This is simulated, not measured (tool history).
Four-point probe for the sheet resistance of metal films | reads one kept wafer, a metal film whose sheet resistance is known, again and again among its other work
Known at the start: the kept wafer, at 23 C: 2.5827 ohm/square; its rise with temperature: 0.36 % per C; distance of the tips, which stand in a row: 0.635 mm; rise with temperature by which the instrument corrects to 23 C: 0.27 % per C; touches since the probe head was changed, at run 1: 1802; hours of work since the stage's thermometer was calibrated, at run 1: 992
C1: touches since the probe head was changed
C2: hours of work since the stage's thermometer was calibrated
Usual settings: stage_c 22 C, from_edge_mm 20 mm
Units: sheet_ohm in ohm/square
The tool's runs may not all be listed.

run 1 day=0.000 | stage_c=22 from_edge_mm=20 | C1=1802 C2=992 | sheet_ohm=2.585074
run 2 day=0.446 | stage_c=22 from_edge_mm=20 | C1=1933 C2=998 | sheet_ohm=2.585376
run 3 day=1.021 | stage_c=21 from_edge_mm=20 | C1=2100 C2=1005 | sheet_ohm=2.583614
run 4 day=1.362 | stage_c=21 from_edge_mm=20 | C1=2199 C2=1010 | sheet_ohm=2.582187
run 5 day=1.996 | stage_c=22 from_edge_mm=20 | C1=2384 C2=1019 | sheet_ohm=2.584559
run 6 day=2.512 | stage_c=22 from_edge_mm=20 | C1=2534 C2=1026 | sheet_ohm=2.584299
run 7 day=2.967 | stage_c=22 from_edge_mm=20 | C1=2667 C2=1032 | sheet_ohm=2.584306
run 8 day=3.600 | stage_c=22 from_edge_mm=73 | C1=2851 C2=1040 | sheet_ohm=2.583680
run 9 day=4.088 | stage_c=22 from_edge_mm=73 | C1=2993 C2=1047 | sheet_ohm=2.583900
run 10 day=4.562 | stage_c=22 from_edge_mm=20 | C1=3132 C2=1053 | sheet_ohm=2.584707
run 11 day=4.842 | stage_c=22 from_edge_mm=20 | C1=3214 C2=1057 | sheet_ohm=2.584841
run 12 day=5.492 | stage_c=22 from_edge_mm=20 | C1=3403 C2=1066 | sheet_ohm=2.584611
run 13 day=5.954 | stage_c=30 from_edge_mm=44 | C1=3538 C2=1072 | sheet_ohm=2.599707
run 14 day=6.533 | stage_c=30 from_edge_mm=44 | C1=3706 C2=1080 | sheet_ohm=2.601976

The next listed run, before its measurement:
run 15 day=6.975 | stage_c=30 from_edge_mm=36 | C1=3835 C2=1086 | sheet_ohm=?

Run 15 gave sheet_ohm 2.600813 ohm/square.
Without the tool's hidden state the same run would have given sheet_ohm 2.597862 ohm/square.
